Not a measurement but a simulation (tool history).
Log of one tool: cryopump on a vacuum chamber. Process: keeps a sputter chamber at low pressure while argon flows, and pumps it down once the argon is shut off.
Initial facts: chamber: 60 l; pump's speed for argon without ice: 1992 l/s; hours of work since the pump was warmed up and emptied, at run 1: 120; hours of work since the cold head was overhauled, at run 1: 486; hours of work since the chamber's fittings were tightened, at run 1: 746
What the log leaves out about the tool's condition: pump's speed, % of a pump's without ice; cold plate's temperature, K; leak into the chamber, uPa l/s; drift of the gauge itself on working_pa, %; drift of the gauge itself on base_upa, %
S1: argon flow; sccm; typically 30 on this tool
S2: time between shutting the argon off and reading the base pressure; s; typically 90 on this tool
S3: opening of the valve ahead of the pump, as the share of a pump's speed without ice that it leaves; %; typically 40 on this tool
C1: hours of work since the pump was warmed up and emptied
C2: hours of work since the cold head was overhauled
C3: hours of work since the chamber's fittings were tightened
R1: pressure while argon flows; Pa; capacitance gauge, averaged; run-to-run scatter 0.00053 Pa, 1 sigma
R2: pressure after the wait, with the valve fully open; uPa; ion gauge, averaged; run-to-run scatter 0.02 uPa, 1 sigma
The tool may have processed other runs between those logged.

run 1 hour=0.0 | S1=30 S2=90 S3=40 | C1=120 C2=486 C3=746 | R1=0.0653 R2=0.79
run 2 hour=15.4 | S1=30 S2=90 S3=40 | C1=130 C2=495 C3=756 | R1=0.0655 R2=0.82
run 3 hour=32.5 | S1=30 S2=90 S3=40 | C1=140 C2=506 C3=766 | R1=0.0667 R2=0.84
run 4 hour=52.1 | S1=46 S2=90 S3=40 | C1=153 C2=518 C3=778 | R1=0.1001 R2=0.83
run 5 hour=79.6 | S1=46 S2=90 S3=40 | C1=169 C2=535 C3=795 | R1=0.1006 R2=0.85
run 6 hour=112.7 | S1=30 S2=90 S3=40 | C1=190 C2=555 C3=816 | R1=0.0668 R2=0.80
run 7 hour=140.1 | S1=30 S2=90 S3=40 | C1=207 C2=572 C3=832 | R1=0.0659 R2=0.84
run 8 hour=166.5 | S1=38 S2=218 S3=18 | C1=223 C2=589 C3=849 | R1=0.1830 R2=0.55
run 9 hour=180.9 | S1=30 S2=133 S3=40 | C1=232 C2=597 C3=857 | R1=0.0673 R2=0.66
run 10 hour=204.0 | S1=38 S2=90 S3=22 | C1=246 C2=612 C3=872 | R1=0.1500 R2=0.82
run 11 hour=223.5 | S1=38 S2=90 S3=22 | C1=258 C2=624 C3=884 | R1=0.1514 R2=0.83
run 12 hour=258.2 | S1=53 S2=47 S3=27 | C1=279 C2=645 C3=905 | R1=0.1732 R2=1.29
run 13 hour=282.2 | S1=53 S2=47 S3=27 | C1=294 C2=660 C3=920 | R1=0.1742 R2=1.27
run 14 hour=306.0 | S1=53 S2=47 S3=27 | C1=309 C2=674 C3=934 | R1=0.1742 R2=1.36

Branching from run 14: 5 alternative next runs. What would each branch give?
run A hour=323.2 | S1=49 S2=124 S3=20 | C1=319 C2=685 C3=945 | R1=? R2=?
run B hour=323.2 | S1=31 S2=89 S3=22 | C1=319 C2=685 C3=945 | R1=? R2=?
run C hour=323.2 | S1=46 S2=164 S3=16 | C1=319 C2=685 C3=945 | R1=? R2=?
run D hour=323.2 | S1=23 S2=26 S3=58 | C1=319 C2=685 C3=945 | R1=? R2=?
run E hour=323.2 | S1=16 S2=90 S3=40 | C1=319 C2=685 C3=945 | R1=? R2=?

run=A R1=0.2153 R2=0.72
run=B R1=0.1236 R2=0.84
run=C R1=0.2502 R2=0.62
run=D R1=0.0376 R2=2.00
run=E R1=0.0367 R2=0.89
Take away the tool's hidden state, keep each run's random variation, and the runs would have read:
run=A R1=0.2077 R2=0.48
run=B R1=0.1187 R2=0.60
run=C R1=0.2430 R2=0.38
run=D R1=0.0339 R2=1.76
run=E R1=0.0341 R2=0.65
